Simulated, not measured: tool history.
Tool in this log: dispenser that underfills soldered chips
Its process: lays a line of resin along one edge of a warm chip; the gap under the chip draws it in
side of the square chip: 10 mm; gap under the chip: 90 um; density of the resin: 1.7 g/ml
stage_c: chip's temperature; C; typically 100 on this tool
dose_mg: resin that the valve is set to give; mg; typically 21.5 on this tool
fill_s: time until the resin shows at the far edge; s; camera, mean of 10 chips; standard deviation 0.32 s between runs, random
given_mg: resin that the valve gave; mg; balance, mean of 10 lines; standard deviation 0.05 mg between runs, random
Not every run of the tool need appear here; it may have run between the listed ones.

Run 1, hour 0.0: usual settings. Result: fill_s 15.4 s, given_mg 20.69 mg.
At hour 5.9: new syringe of resin.
Run 2, hour 6.9: usual settings. Result: fill_s 11.7 s, given_mg 20.49 mg.
Run 3, hour 14.7: usual settings but dose_mg 23.6 mg. Result: fill_s 15.9 s, given_mg 22.53 mg.
At hour 19.1: new syringe of resin.
At hour 20.1: dispensing valve cleaned and set on the balance.
Run 4, hour 21.5: usual settings but stage_c 105 C. Result: fill_s 10.0 s, given_mg 21.42 mg.
Run 5, hour 28.2: usual settings but stage_c 105 C. Result: fill_s 13.9 s, given_mg 21.45 mg.
At hour 33.5: new syringe of resin.
Run 6, hour 35.3: usual settings but stage_c 105 C. Result: fill_s 10.8 s, given_mg 21.43 mg.
Run 7, hour 44.5: usual settings but dose_mg 20.0 mg. Result: fill_s 17.8 s, given_mg 19.82 mg.
At hour 46.9: new syringe of resin.
Run 8, hour 54.5: usual settings but dose_mg 20.0 mg. Result: fill_s 16.1 s, given_mg 19.80 mg.
At hour 59.8: new syringe of resin.
Run 9, hour 63.3: usual settings but dose_mg 20.0 mg. Result: fill_s 13.2 s, given_mg 19.82 mg.
Run 10, hour 71.1: usual settings but dose_mg 20.0 mg. Result: fill_s 18.3 s, given_mg 19.75 mg.
At hour 73.0: new syringe of resin.
Run 11, hour 75.6: usual settings but stage_c 90 C, dose_mg 20.0 mg. Result: fill_s 18.3 s, given_mg 19.65 mg.
Run 12, hour 82.6: usual settings but stage_c 90 C, dose_mg 20.0 mg. Result: fill_s 24.2 s, given_mg 19.66 mg.
At hour 85.9: new syringe of resin.
Run 13, hour 91.6: usual settings. Result: fill_s 14.7 s, given_mg 21.07 mg.
Run 14, hour 95.9: usual settings. Result: fill_s 17.2 s, given_mg 21.12 mg.
At hour 99.2: new syringe of resin.
Run 15, hour 103.0: usual settings but dose_mg 23.8 mg. Result: fill_s 12.6 s, given_mg 23.27 mg.
Run 16, hour 110.7: usual settings but stage_c 99 C, dose_mg 22.3 mg. Result: fill_s 18.9 s, given_mg 21.74 mg.
At hour 112.4: new syringe of resin.
Run 17, hour 116.0: usual settings but stage_c 87 C, dose_mg 19.2 mg. Result: fill_s 22.3 s, given_mg 18.79 mg.
Run 18, hour 123.3: usual settings but stage_c 87 C, dose_mg 19.2 mg. Result: fill_s 29.8 s, given_mg 18.77 mg.
At hour 125.5: new syringe of resin.
Run 19, hour 132.3: usual settings but stage_c 104 C, dose_mg 19.3 mg. Result: fill_s 13.2 s, given_mg 18.72 mg.
At hour 138.7: new syringe of resin.
Run 20, hour 141.7: usual settings but stage_c 95 C, dose_mg 19.4 mg. Result: fill_s 15.5 s, given_mg 18.82 mg.
At hour 151.6: new syringe of resin.
Run 21, hour 151.7: usual settings but stage_c 95 C, dose_mg 19.4 mg. Result: fill_s 13.9 s, given_mg 18.73 mg.
Run 22, hour 158.9: usual settings but stage_c 86 C, dose_mg 26.7 mg. Result: fill_s 24.3 s, given_mg 25.71 mg.
Run 23, hour 163.1: usual settings but stage_c 101 C, dose_mg 21.9 mg. Result: fill_s 17.7 s, given_mg 21.08 mg.
At hour 164.7: new syringe of resin.
Run 24, hour 168.8: usual settings but dose_mg 21.9 mg. Result: fill_s 13.5 s, given_mg 21.04 mg.
Run 25, hour 172.8: usual settings but dose_mg 21.9 mg. Result: fill_s 16.1 s, given_mg 21.00 mg.

Branching from run 25: 3 alternative next runs. What would each branch give?
At hour 178.1: new syringe of resin.
Run A, hour 178.2: usual settings but stage_c 111 C, dose_mg 20.8 mg. Result: fill_s ?, given_mg ?.
At hour 178.1: new syringe of resin.
Run B, hour 178.2: usual settings but stage_c 104 C, dose_mg 27.9 mg. Result: fill_s ?, given_mg ?.
At hour 178.1: new syringe of resin.
Run C, hour 178.2: usual settings but stage_c 89 C, dose_mg 18.6 mg. Result: fill_s ?, given_mg ?.

run  fill_s  given_mg
  A     8.3     19.96
  B     9.0     26.78
  C    17.2     17.85
The same runs, with their run-to-run variation unchanged, on a tool lacking any hidden condition would have given:
run  fill_s  given_mg
  A     8.0     20.80
  B     8.7     27.90
  C    16.5     18.60
